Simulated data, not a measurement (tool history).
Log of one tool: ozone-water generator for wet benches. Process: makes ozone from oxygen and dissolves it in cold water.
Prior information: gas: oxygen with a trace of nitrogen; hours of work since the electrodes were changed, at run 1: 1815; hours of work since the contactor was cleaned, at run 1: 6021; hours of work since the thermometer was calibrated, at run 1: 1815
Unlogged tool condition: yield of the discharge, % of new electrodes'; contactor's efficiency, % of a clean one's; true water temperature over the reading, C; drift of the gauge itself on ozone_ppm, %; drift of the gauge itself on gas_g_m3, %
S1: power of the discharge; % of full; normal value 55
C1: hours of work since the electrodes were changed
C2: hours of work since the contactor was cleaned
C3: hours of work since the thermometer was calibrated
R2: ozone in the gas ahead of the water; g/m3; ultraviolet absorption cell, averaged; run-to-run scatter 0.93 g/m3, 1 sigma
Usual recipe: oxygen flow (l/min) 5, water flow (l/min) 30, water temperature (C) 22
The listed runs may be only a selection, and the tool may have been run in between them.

run 1 hour=0 | S1=55 oxygen_flow_(l/min)=5 water_flow_(l/min)=30 water_temperature_(C)=22 | C1=1815 C2=6021 C3=1815 | dissolved_ozone_(ppm)=12.1 R2=151.2
run 2 hour=63.8 | S1=55 oxygen_flow_(l/min)=5 water_flow_(l/min)=30 water_temperature_(C)=22 | C1=1874 C2=6080 C3=1874 | dissolved_ozone_(ppm)=12.1 R2=152
run 3 hour=114.9 | S1=55 oxygen_flow_(l/min)=5 water_flow_(l/min)=30 water_temperature_(C)=22 | C1=1921 C2=6127 C3=1921 | dissolved_ozone_(ppm)=12 R2=151.2
run 4 hour=180 | S1=55 oxygen_flow_(l/min)=5 water_flow_(l/min)=30 water_temperature_(C)=22 | C1=1981 C2=6187 C3=1981 | dissolved_ozone_(ppm)=12.1 R2=150.1
run 5 hour=250 | S1=55 oxygen_flow_(l/min)=5 water_flow_(l/min)=30 water_temperature_(C)=22 | C1=2046 C2=6252 C3=2046 | dissolved_ozone_(ppm)=12.1 R2=149.9
run 6 hour=301.8 | S1=55 oxygen_flow_(l/min)=5 water_flow_(l/min)=30 water_temperature_(C)=22 | C1=2094 C2=6299 C3=2094 | dissolved_ozone_(ppm)=12 R2=151.3
run 7 hour=340.3 | S1=55 oxygen_flow_(l/min)=5 water_flow_(l/min)=30 water_temperature_(C)=22 | C1=2129 C2=6335 C3=2129 | dissolved_ozone_(ppm)=12 R2=150.8
run 8 hour=392.8 | S1=55 oxygen_flow_(l/min)=5 water_flow_(l/min)=30 water_temperature_(C)=22 | C1=2178 C2=6383 C3=2178 | dissolved_ozone_(ppm)=11.8 R2=149.3
run 9 hour=455.9 | S1=55 oxygen_flow_(l/min)=5 water_flow_(l/min)=30 water_temperature_(C)=22 | C1=2236 C2=6442 C3=2236 | dissolved_ozone_(ppm)=12 R2=150.4
run 10 hour=507 | S1=55 oxygen_flow_(l/min)=2.71 water_flow_(l/min)=30 water_temperature_(C)=22 | C1=2283 C2=6489 C3=2283 | dissolved_ozone_(ppm)=10.8 R2=204.8
-- hour=516.8 contactor cleaned
run 11 hour=569.1 | S1=55 oxygen_flow_(l/min)=3.77 water_flow_(l/min)=30 water_temperature_(C)=22 | C1=2337 C2=48 C3=2337 | dissolved_ozone_(ppm)=11.2 R2=172.8
run 12 hour=642.1 | S1=55 oxygen_flow_(l/min)=5 water_flow_(l/min)=40 water_temperature_(C)=22 | C1=2404 C2=116 C3=2404 | dissolved_ozone_(ppm)=8.6 R2=151.2
-- hour=703 contactor cleaned, once more
run 13 hour=703 | S1=55 oxygen_flow_(l/min)=5 water_flow_(l/min)=40 water_temperature_(C)=22 | C1=2457 C2=0 C3=2457 | dissolved_ozone_(ppm)=9.3 R2=148.6
run 14 hour=755.9 | S1=55 oxygen_flow_(l/min)=5 water_flow_(l/min)=40 water_temperature_(C)=22 | C1=2505 C2=49 C3=2505 | dissolved_ozone_(ppm)=9.1 R2=148.6
run 15 hour=837.3 | S1=57 oxygen_flow_(l/min)=4.95 water_flow_(l/min)=20 water_temperature_(C)=29 | C1=2581 C2=124 C3=2581 | dissolved_ozone_(ppm)=16 R2=152.9
run 16 hour=895.7 | S1=55 oxygen_flow_(l/min)=5.76 water_flow_(l/min)=35 water_temperature_(C)=22 | C1=2634 C2=178 C3=2634 | dissolved_ozone_(ppm)=10.9 R2=138.3
run 17 hour=953.3 | S1=69 oxygen_flow_(l/min)=5 water_flow_(l/min)=44 water_temperature_(C)=20 | C1=2688 C2=231 C3=2688 | dissolved_ozone_(ppm)=9.6 R2=167.6
run 18 hour=989.9 | S1=69 oxygen_flow_(l/min)=5 water_flow_(l/min)=44 water_temperature_(C)=20 | C1=2721 C2=265 C3=2721 | dissolved_ozone_(ppm)=9.4 R2=166.8
run 19 hour=1067.1 | S1=51 oxygen_flow_(l/min)=3.21 water_flow_(l/min)=30 water_temperature_(C)=22 | C1=2793 C2=336 C3=2793 | dissolved_ozone_(ppm)=10.8 R2=181.4
run 20 hour=1145.2 | S1=55 oxygen_flow_(l/min)=8.21 water_flow_(l/min)=23 water_temperature_(C)=22 | C1=2865 C2=408 C3=2865 | dissolved_ozone_(ppm)=15.4 R2=114.7
run 21 hour=1180.7 | S1=55 oxygen_flow_(l/min)=8.21 water_flow_(l/min)=23 water_temperature_(C)=22 | C1=2897 C2=441 C3=2897 | dissolved_ozone_(ppm)=15.4 R2=116.6
run 22 hour=1227.5 | S1=44 oxygen_flow_(l/min)=5 water_flow_(l/min)=30 water_temperature_(C)=16 | C1=2941 C2=484 C3=2941 | dissolved_ozone_(ppm)=11.8 R2=132.4
run 23 hour=1288.1 | S1=67 oxygen_flow_(l/min)=5 water_flow_(l/min)=34 water_temperature_(C)=28 | C1=2996 C2=540 C3=2996 | dissolved_ozone_(ppm)=11.4 R2=165.8
run 24 hour=1345.2 | S1=86 oxygen_flow_(l/min)=3.21 water_flow_(l/min)=32 water_temperature_(C)=28 | C1=3049 C2=593 C3=3049 | dissolved_ozone_(ppm)=12.6 R2=232.6
run 25 hour=1379.1 | S1=86 oxygen_flow_(l/min)=2.85 water_flow_(l/min)=32 water_temperature_(C)=27 | C1=3080 C2=624 C3=3080 | dissolved_ozone_(ppm)=12.3 R2=247.1
run 26 hour=1422.2 | S1=86 oxygen_flow_(l/min)=3.85 water_flow_(l/min)=32 water_temperature_(C)=27 | C1=3120 C2=664 C3=3120 | dissolved_ozone_(ppm)=13.3 R2=212.8
run 27 hour=1468.3 | S1=52 oxygen_flow_(l/min)=6.31 water_flow_(l/min)=23 water_temperature_(C)=19 | C1=3163 C2=706 C3=3163 | dissolved_ozone_(ppm)=15.9 R2=128.7

Branching from run 27: 3 alternative next runs. What would each branch give?
run A hour=1546.4 | S1=68 oxygen_flow_(l/min)=4.48 water_flow_(l/min)=23 water_temperature_(C)=19 | C1=3235 C2=778 C3=3235 | dissolved_ozone_(ppm)=? R2=?
run B hour=1546.4 | S1=87 oxygen_flow_(l/min)=6.31 water_flow_(l/min)=23 water_temperature_(C)=15 | C1=3235 C2=778 C3=3235 | dissolved_ozone_(ppm)=? R2=?
run C hour=1546.4 | S1=55 oxygen_flow_(l/min)=8.39 water_flow_(l/min)=30 water_temperature_(C)=24 | C1=3235 C2=778 C3=3235 | dissolved_ozone_(ppm)=? R2=?

run=A dissolved_ozone_(ppm)=17.6 R2=172.6
run=B dissolved_ozone_(ppm)=21.8 R2=165.4
run=C dissolved_ozone_(ppm)=12.4 R2=113.6
The same runs, with their run-to-run variation unchanged, on a tool lacking any hidden condition would have given:
run=A dissolved_ozone_(ppm)=18.9 R2=184
run=B dissolved_ozone_(ppm)=23.6 R2=177.9
run=C dissolved_ozone_(ppm)=13.2 R2=120.2
